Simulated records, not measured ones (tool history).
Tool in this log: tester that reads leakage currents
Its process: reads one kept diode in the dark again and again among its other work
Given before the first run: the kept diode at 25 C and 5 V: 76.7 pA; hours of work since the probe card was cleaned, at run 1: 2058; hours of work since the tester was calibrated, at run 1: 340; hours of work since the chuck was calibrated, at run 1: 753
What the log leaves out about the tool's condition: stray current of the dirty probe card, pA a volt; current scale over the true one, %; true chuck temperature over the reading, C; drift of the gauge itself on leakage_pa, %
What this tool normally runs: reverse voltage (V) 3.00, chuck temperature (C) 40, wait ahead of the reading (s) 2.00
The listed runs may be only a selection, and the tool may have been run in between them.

run	hour	reverse voltage (V)	chuck temperature (C)	wait ahead of the reading (s)	hours of work since the probe card was cleaned	hours of work since the tester was calibrated	hours of work since the chuck was calibrated	current that the tester gives (pA)
1	0.0	3.00	40	2.00	2058	340	753	197.96
2	71.7	1.00	40	2.00	2115	397	810	123.17
3	144.0	1.00	40	2.00	2172	454	867	123.62
4	204.7	3.00	40	2.00	2220	502	915	200.97
5	273.1	3.00	40	2.00	2274	556	969	201.29
6	330.2	3.00	40	2.00	2319	601	1014	202.10
7	424.0	3.00	40	2.00	2393	675	1088	203.92
8	530.0	3.00	40	2.00	2477	759	1172	205.19
9	606.0	3.00	40	2.00	2537	819	1232	206.56
10	716.4	3.00	40	2.00	2624	906	1319	207.59
11	773.7	3.00	40	2.00	2670	952	1364	207.65
12	826.2	1.26	40	0.34	2711	993	1406	144.40
13	891.6	7.87	57	0.46	2763	1045	1457	987.28
14	970.0	1.16	55	4.21	2825	1107	1519	378.63
15	1021.7	1.16	55	4.21	2865	1148	1560	379.10
16	1101.4	3.00	33	0.34	2928	1211	1623	131.40
# hour 1152.1: chuck's temperature calibrated
17	1181.9	3.24	26	3.13	2991	1273	24	70.52
18	1254.9	1.68	28	8.35	3048	1330	81	61.62
19	1323.9	1.68	28	8.35	3103	1385	136	61.79
20	1438.4	1.68	28	8.35	3193	1475	226	61.85
21	1540.4	14.82	26	5.20	3274	1556	307	144.10

What if the next run were any one of these 4? Each begins from the tool's condition after run 21:
A	1608.6	6.14	53	2.11	3328	1610	361	?
B	1608.6	3.00	33	6.05	3328	1610	361	?
C	1608.6	6.10	40	2.00	3328	1610	361	?
D	1608.6	10.43	26	5.20	3328	1610	361	?

run	current that the tester gives (pA)
A	640.45
B	118.33
C	265.96
D	123.09
Stripped of hidden state, with their random variation kept, the same runs would have yielded:
run	current that the tester gives (pA)
A	620.48
B	113.39
C	255.53
D	114.69

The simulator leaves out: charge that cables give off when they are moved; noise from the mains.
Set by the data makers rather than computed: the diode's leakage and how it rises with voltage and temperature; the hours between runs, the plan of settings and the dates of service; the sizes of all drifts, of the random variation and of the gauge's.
